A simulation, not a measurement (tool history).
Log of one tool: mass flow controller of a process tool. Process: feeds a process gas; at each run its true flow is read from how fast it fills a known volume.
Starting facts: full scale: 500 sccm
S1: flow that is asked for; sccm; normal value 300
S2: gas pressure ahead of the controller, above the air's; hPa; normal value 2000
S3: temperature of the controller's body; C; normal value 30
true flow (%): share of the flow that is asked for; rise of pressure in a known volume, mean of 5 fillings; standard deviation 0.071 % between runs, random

{"run": 1, "hour": 0.0, "S1": 300, "S2": 2000, "S3": 30, "true flow (%)": 98.54}
{"run": 2, "hour": 216.0, "S1": 300, "S2": 2000, "S3": 25, "true flow (%)": 98.07}
{"run": 3, "hour": 500.3, "S1": 200, "S2": 2000, "S3": 30, "true flow (%)": 97.81}
{"run": 4, "hour": 859.7, "S1": 200, "S2": 2000, "S3": 30, "true flow (%)": 97.74}
{"run": 5, "hour": 1135.5, "S1": 116, "S2": 2000, "S3": 30, "true flow (%)": 96.66}
{"run": 6, "hour": 1505.8, "S1": 116, "S2": 2000, "S3": 30, "true flow (%)": 96.63}
{"run": 7, "hour": 1809.7, "S1": 300, "S2": 2000, "S3": 40, "true flow (%)": 99.03}
{"run": 8, "hour": 2118.5, "S1": 300, "S2": 2000, "S3": 30, "true flow (%)": 98.27}
{"run": 9, "hour": 2363.0, "S1": 300, "S2": 2000, "S3": 30, "true flow (%)": 98.1}
{"run": 10, "hour": 2673.9, "S1": 300, "S2": 2000, "S3": 30, "true flow (%)": 98.04}
{"run": 11, "hour": 3010.4, "S1": 300, "S2": 2000, "S3": 30, "true flow (%)": 97.91}
{"run": 12, "hour": 3374.4, "S1": 69, "S2": 2140, "S3": 22, "true flow (%)": 93.57}
{"run": 13, "hour": 3716.8, "S1": 130, "S2": 2770, "S3": 30, "true flow (%)": 96.36}
{"run": 14, "hour": 4029.2, "S1": 84, "S2": 1460, "S3": 21, "true flow (%)": 93.84}
{"run": 15, "hour": 4212.0, "S1": 84, "S2": 1460, "S3": 21, "true flow (%)": 93.76}
{"run": 16, "hour": 4441.9, "S1": 477, "S2": 1590, "S3": 30, "true flow (%)": 98.5}
{"run": 17, "hour": 4699.7, "S1": 57, "S2": 2000, "S3": 30, "true flow (%)": 92.67}
{"run": 18, "hour": 5004.6, "S1": 76, "S2": 2240, "S3": 21, "true flow (%)": 93.39}

Expected results for the next run?
{"run": 19, "hour": 5239.2, "S1": 74, "S2": 2230, "S3": 30, "true flow (%)": "?"}

true flow (%): 93.79
The same run, on a tool lacking any hidden state, would have yielded true flow (%) 99.09.
